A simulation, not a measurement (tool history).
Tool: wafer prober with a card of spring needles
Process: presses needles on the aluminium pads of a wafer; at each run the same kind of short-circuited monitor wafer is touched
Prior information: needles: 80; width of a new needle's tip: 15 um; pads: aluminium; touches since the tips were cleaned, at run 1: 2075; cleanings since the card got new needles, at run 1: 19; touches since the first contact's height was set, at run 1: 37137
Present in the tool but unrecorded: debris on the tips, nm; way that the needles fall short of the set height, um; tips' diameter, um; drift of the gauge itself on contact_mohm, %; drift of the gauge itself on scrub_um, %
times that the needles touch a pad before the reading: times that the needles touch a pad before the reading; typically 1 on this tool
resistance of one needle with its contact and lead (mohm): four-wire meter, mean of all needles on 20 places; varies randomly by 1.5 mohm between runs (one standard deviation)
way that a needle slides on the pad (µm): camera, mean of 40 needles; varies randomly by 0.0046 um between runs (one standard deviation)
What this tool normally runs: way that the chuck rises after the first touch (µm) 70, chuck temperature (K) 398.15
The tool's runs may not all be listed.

run	day	way that the chuck rises after the first touch (µm)	chuck temperature (K)	times that the needles touch a pad before the reading	touches since the tips were cleaned	cleanings since the card got new needles	touches since the first contact's height was set	resistance of one needle with its contact and lead (mohm)	way that a needle slides on the pad (µm)
1	0	70	398.15	1	2075	19	37137	180	11.144
# day 0.538: tips cleaned on abrasive film
2	0.688	70	311.15	1	1545	20	44079	175	11.159
# day 1.275: tips cleaned on abrasive film
3	1.317	70	311.15	1	431	21	50390	151	11.132
4	1.988	70	398.15	1	7239	21	57198	225	11.138
# day 2.029: tips cleaned on abrasive film
# day 2.562: height of the first contact set anew
# day 2.796: tips cleaned on abrasive film
5	2.879	70	398.15	1	821	23	3138	168	11.07
6	3.404	70	398.15	1	6155	23	8472	218	11.077
# day 3.579: tips cleaned on abrasive film
7	3.912	70	398.15	1	3374	24	13588	205	11.062
# day 4.346: tips cleaned on abrasive film
8	4.346	70	398.15	1	0	25	17959	149	11.053
9	4.85	70	398.15	1	5080	25	23039	217	11.051
# day 5.125: tips cleaned on abrasive film
10	5.408	70	398.15	1	2847	26	28649	193	11.037
# day 5.762: height of the first contact set anew, once more
11	5.829	70	398.15	1	7024	26	701	217	11.208
# day 5.875: tips cleaned on abrasive film
# day 6.625: tips cleaned on abrasive film
12	6.625	83	398.15	1	0	28	8675	143	13.273
# day 7.371: tips cleaned on abrasive film
13	7.371	83	398.15	1	0	29	16188	138	13.26
# day 8.138: tips cleaned on abrasive film
14	8.188	70	336.15	1	475	30	24408	153	11.165
15	8.538	70	398.15	3	4041	30	27974	165	11.169
# day 8.896: tips cleaned on abrasive film
16	9.308	80	398.15	1	4185	31	35752	189	12.753
# day 9.654: tips cleaned on abrasive film
17	9.75	80	301.15	2	982	32	40181	141	12.744
18	10.162	78	317.15	1	5142	32	44341	199	12.424
# day 10.388: tips cleaned on abrasive film
19	10.792	56	323.15	1	4112	33	50707	253	8.898
# day 11.129: tips cleaned on abrasive film
20	11.383	87	306.15	1	2592	34	56666	165	13.846
21	11.771	87	306.15	1	6493	34	60567	187	13.843
# day 11.867: tips cleaned on abrasive film
# day 12.067: height of the first contact set anew
22	12.417	54	398.15	3	5430	35	3546	188	8.647
# day 12.638: tips cleaned on abrasive film
23	13.183	68	398.15	2	5545	36	11299	193	10.877
# day 13.379: tips cleaned on abrasive film
24	13.692	68	398.15	2	3172	37	16382	179	10.862
# day 14.171: tips cleaned on abrasive film
25	14.408	66	318.15	1	2423	38	23635	194	10.532
# day 14.912: tips cleaned on abrasive film
26	15.142	70	305.15	1	2311	39	30985	187	11.169
27	15.529	76	313.15	2	6260	39	34934	172	12.123
# day 15.65: tips cleaned on abrasive film
28	16.029	70	398.15	1	3862	40	39979	210	11.161
# day 16.45: tips cleaned on abrasive film
29	16.712	58	398.15	1	2685	41	46859	224	9.229
# day 17.183: tips cleaned on abrasive film
30	17.512	58	302.15	1	3359	42	54921	235	9.205
# day 17.946: tips cleaned on abrasive film
31	18.096	56	302.15	2	1522	43	60767	175	8.879
# day 18.325: height of the first contact set anew
# day 18.721: tips cleaned on abrasive film
32	18.721	56	302.15	2	0	44	3948	134	8.964

How the hidden state differs across the entries between the runs, from the last listed run before each to the first after it:
Between runs 1 and 2: tips cleaned on abrasive film (day 0.538)
  debris on the tips, nm: 83.7 -> 85.5; way that the needles fall short of the set height, um: 0.3 -> 0.35; tips' diameter, um: 15.45 -> 15.47
  measured result minus the result with no hidden state, resistance of one needle with its contact and lead (mohm): +41 -> +48; way that a needle slides on the pad (µm): -0.048 -> -0.055
Between runs 2 and 3: tips cleaned on abrasive film (day 1.275)
  debris on the tips, nm: 85.5 -> 41.1; way that the needles fall short of the set height, um: 0.35 -> 0.42; tips' diameter, um: 15.47 -> 15.49
  measured result minus the result with no hidden state, resistance of one needle with its contact and lead (mohm): +48 -> +24; way that a needle slides on the pad (µm): -0.055 -> -0.068
Between runs 4 and 5: tips cleaned on abrasive film (day 2.029); height of the first contact set anew (day 2.562); tips cleaned on abrasive film (day 2.796)
  debris on the tips, nm: 166 -> 47.6; way that the needles fall short of the set height, um: 0.42 -> 0.83; tips' diameter, um: 15.49 -> 15.54
  measured result minus the result with no hidden state, resistance of one needle with its contact and lead (mohm): +84 -> +25; way that a needle slides on the pad (µm): -0.068 -> -0.132
Between runs 6 and 7: tips cleaned on abrasive film (day 3.579)
  debris on the tips, nm: 154.2 -> 125.2; way that the needles fall short of the set height, um: 0.83 -> 0.9; tips' diameter, um: 15.54 -> 15.56
  measured result minus the result with no hidden state, resistance of one needle with its contact and lead (mohm): +77 -> +65; way that a needle slides on the pad (µm): -0.132 -> -0.144
Between runs 7 and 8: tips cleaned on abrasive film (day 4.346)
  debris on the tips, nm: 125.2 -> 17.2; way that the needles fall short of the set height, um: 0.9 -> 0.96; tips' diameter, um: 15.56 -> 15.58
  measured result minus the result with no hidden state, resistance of one needle with its contact and lead (mohm): +65 -> +10; way that a needle slides on the pad (µm): -0.144 -> -0.155
Between runs 9 and 10: tips cleaned on abrasive film (day 5.125)
  debris on the tips, nm: 149.9 -> 104; way that the needles fall short of the set height, um: 0.96 -> 1.03; tips' diameter, um: 15.58 -> 15.61
  measured result minus the result with no hidden state, resistance of one needle with its contact and lead (mohm): +77 -> +53; way that a needle slides on the pad (µm): -0.154 -> -0.165
Between runs 10 and 11: height of the first contact set anew, once more (day 5.762)
  debris on the tips, nm: 104 -> 159.6; way that the needles fall short of the set height, um: 1.03 -> 0
  measured result minus the result with no hidden state, resistance of one needle with its contact and lead (mohm): +53 -> +79; way that a needle slides on the pad (µm): -0.165 -> +0
Between runs 11 and 12: tips cleaned on abrasive film (day 5.875); tips cleaned on abrasive film (day 6.625)
  debris on the tips, nm: 159.6 -> 14; way that the needles fall short of the set height, um: 0 -> 0.11; tips' diameter, um: 15.61 -> 15.64
  measured result minus the result with no hidden state, resistance of one needle with its contact and lead (mohm): +79 -> +6; way that a needle slides on the pad (µm): +0 -> -0.017
Between runs 12 and 13: tips cleaned on abrasive film (day 7.371)
  debris on the tips, nm: 14 -> 11.6; way that the needles fall short of the set height, um: 0.11 -> 0.17; tips' diameter, um: 15.64 -> 15.67
  measured result minus the result with no hidden state, resistance of one needle with its contact and lead (mohm): +6 -> +5; way that a needle slides on the pad (µm): -0.017 -> -0.027
Between runs 13 and 14: tips cleaned on abrasive film (day 8.138)
  debris on the tips, nm: 11.6 -> 37.3; way that the needles fall short of the set height, um: 0.17 -> 0.24; tips' diameter, um: 15.67 -> 15.69
  measured result minus the result with no hidden state, resistance of one needle with its contact and lead (mohm): +5 -> +21; way that a needle slides on the pad (µm): -0.027 -> -0.038
Between runs 15 and 16: tips cleaned on abrasive film (day 8.896)
  debris on the tips, nm: 134 -> 137.7; way that the needles fall short of the set height, um: 0.24 -> 0.32; tips' diameter, um: 15.69 -> 15.72
  measured result minus the result with no hidden state, resistance of one needle with its contact and lead (mohm): +25 -> +55; way that a needle slides on the pad (µm): -0.038 -> -0.051
Between runs 16 and 17: tips cleaned on abrasive film (day 9.654)
  debris on the tips, nm: 137.7 -> 58.5; way that the needles fall short of the set height, um: 0.32 -> 0.37; tips' diameter, um: 15.72 -> 15.73
  measured result minus the result with no hidden state, resistance of one needle with its contact and lead (mohm): +55 -> +17; way that a needle slides on the pad (µm): -0.051 -> -0.058
Between runs 18 and 19: tips cleaned on abrasive film (day 10.388)
  debris on the tips, nm: 146.5 -> 137.8; way that the needles fall short of the set height, um: 0.37 -> 0.42; tips' diameter, um: 15.73 -> 15.75
  measured result minus the result with no hidden state, resistance of one needle with its contact and lead (mohm): +71 -> +119; way that a needle slides on the pad (µm): -0.058 -> -0.067
Between runs 19 and 20: tips cleaned on abrasive film (day 11.129)
  debris on the tips, nm: 137.8 -> 110.6; way that the needles fall short of the set height, um: 0.42 -> 0.5; tips' diameter, um: 15.75 -> 15.78
  measured result minus the result with no hidden state, resistance of one needle with its contact and lead (mohm): +119 -> +44; way that a needle slides on the pad (µm): -0.067 -> -0.08
Between runs 21 and 22: tips cleaned on abrasive film (day 11.867); height of the first contact set anew (day 12.067)
  debris on the tips, nm: 158.3 -> 147.1; way that the needles fall short of the set height, um: 0.5 -> 0; tips' diameter, um: 15.78 -> 15.81
  measured result minus the result with no hidden state, resistance of one needle with its contact and lead (mohm): +65 -> +43; way that a needle slides on the pad (µm): -0.08 -> +0
Between runs 22 and 23: tips cleaned on abrasive film (day 12.638)
  debris on the tips, nm: 147.1 -> 153.8; way that the needles fall short of the set height, um: 0 -> 0.07; tips' diameter, um: 15.81 -> 15.83
  measured result minus the result with no hidden state, resistance of one needle with its contact and lead (mohm): +43 -> +51; way that a needle slides on the pad (µm): +0 -> -0.011
Between runs 23 and 24: tips cleaned on abrasive film (day 13.379)
  debris on the tips, nm: 153.8 -> 116.4; way that the needles fall short of the set height, um: 0.07 -> 0.11; tips' diameter, um: 15.83 -> 15.85
  measured result minus the result with no hidden state, resistance of one needle with its contact and lead (mohm): +51 -> +38; way that a needle slides on the pad (µm): -0.011 -> -0.018
Between runs 24 and 25: tips cleaned on abrasive film (day 14.171)
  debris on the tips, nm: 116.4 -> 102; way that the needles fall short of the set height, um: 0.11 -> 0.19; tips' diameter, um: 15.85 -> 15.88
  measured result minus the result with no hidden state, resistance of one needle with its contact and lead (mohm): +38 -> +67; way that a needle slides on the pad (µm): -0.018 -> -0.031
Between runs 25 and 26: tips cleaned on abrasive film (day 14.912)
  debris on the tips, nm: 102 -> 101.4; way that the needles fall short of the set height, um: 0.19 -> 0.25; tips' diameter, um: 15.88 -> 15.9
  measured result minus the result with no hidden state, resistance of one needle with its contact and lead (mohm): +67 -> +62; way that a needle slides on the pad (µm): -0.031 -> -0.04
Between runs 27 and 28: tips cleaned on abrasive film (day 15.65)
  debris on the tips, nm: 159.3 -> 135.3; way that the needles fall short of the set height, um: 0.25 -> 0.3; tips' diameter, um: 15.9 -> 15.92
  measured result minus the result with no hidden state, resistance of one needle with its contact and lead (mohm): +49 -> +70; way that a needle slides on the pad (µm): -0.039 -> -0.048
Between runs 28 and 29: tips cleaned on abrasive film (day 16.45)
  debris on the tips, nm: 135.3 -> 112.4; way that the needles fall short of the set height, um: 0.3 -> 0.39; tips' diameter, um: 15.92 -> 15.95
  measured result minus the result with no hidden state, resistance of one needle with its contact and lead (mohm): +70 -> +82; way that a needle slides on the pad (µm): -0.048 -> -0.062
Between runs 29 and 30: tips cleaned on abrasive film (day 17.183)
  debris on the tips, nm: 112.4 -> 122.7; way that the needles fall short of the set height, um: 0.39 -> 0.45; tips' diameter, um: 15.95 -> 15.97
  measured result minus the result with no hidden state, resistance of one needle with its contact and lead (mohm): +82 -> +106; way that a needle slides on the pad (µm): -0.062 -> -0.071
Between runs 30 and 31: tips cleaned on abrasive film (day 17.946)
  debris on the tips, nm: 122.7 -> 81.4; way that the needles fall short of the set height, um: 0.45 -> 0.5; tips' diameter, um: 15.97 -> 15.98
  measured result minus the result with no hidden state, resistance of one needle with its contact and lead (mohm): +106 -> +45; way that a needle slides on the pad (µm): -0.071 -> -0.08
Between runs 31 and 32: height of the first contact set anew (day 18.325); tips cleaned on abrasive film (day 18.721)
  debris on the tips, nm: 81.4 -> 8; way that the needles fall short of the set height, um: 0.5 -> 0.05; tips' diameter, um: 15.98 -> 16
  measured result minus the result with no hidden state, resistance of one needle with its contact and lead (mohm): +45 -> +6; way that a needle slides on the pad (µm): -0.08 -> -0.008
